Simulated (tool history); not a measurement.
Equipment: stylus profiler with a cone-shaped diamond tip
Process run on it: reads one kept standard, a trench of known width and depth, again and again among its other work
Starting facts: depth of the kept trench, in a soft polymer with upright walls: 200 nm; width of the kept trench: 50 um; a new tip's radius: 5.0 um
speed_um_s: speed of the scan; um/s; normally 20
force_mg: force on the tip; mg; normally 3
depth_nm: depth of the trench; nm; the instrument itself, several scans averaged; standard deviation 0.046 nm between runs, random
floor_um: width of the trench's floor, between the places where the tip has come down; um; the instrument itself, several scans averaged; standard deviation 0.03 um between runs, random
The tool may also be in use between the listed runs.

run,hour,speed_um_s,force_mg,depth_nm,floor_um
1,0,20,3,201.79,46.63
2,56.9,20,3,201.86,46.57
3,96.7,20,2.12,201.47,46.65
4,164.3,20,2.12,201.36,46.63
5,208.1,20,2.12,201.57,46.57
6,245.4,20,2.12,201.6,46.63
7,280.8,20,4.55,202.46,46.62
8,318.6,8,4.55,202.37,46.68
9,355.9,8,4.55,202.51,46.61
10,402.2,16,1.09,200.99,46.57
11,452.6,50,2.86,201.85,46.52
# hour 457.3: height scale calibrated on a step standard
12,532.4,9,2.99,202.08,46.65
13,607.7,17,1.3,201.31,46.6
14,654.3,17,1.3,201.32,46.54
15,719.7,20,2.11,201.74,46.61
# hour 725: height scale calibrated on a step standard, once more
16,791.9,61,2.48,201.59,46.41
17,854.2,20,2.42,201.61,46.49
18,896,40,4.54,202.33,46.43

Below, some changes in depth_nm between adjacent runs. For each, the amount present without the hidden state too (settings, incoming material, random variation) and the amount remaining for the hidden state with gauge scatter not shared by both compared results:
What the log doesn't record here: radius of the tip, um; height scale over the true one, %; drift of the gauge itself on depth_nm, %; drift of the gauge itself on floor_um, %.
Run 9 -> 10: speed_um_s 8 -> 16, force_mg 4.55 -> 1.09. depth_nm -1.52 nm: hidden state +0.02, all else -1.54.
Run 15 -> 16: speed_um_s 20 -> 61, force_mg 2.11 -> 2.48, height scale calibrated on a step standard, once more. depth_nm -0.15 nm: hidden state -0.28, all else +0.13.
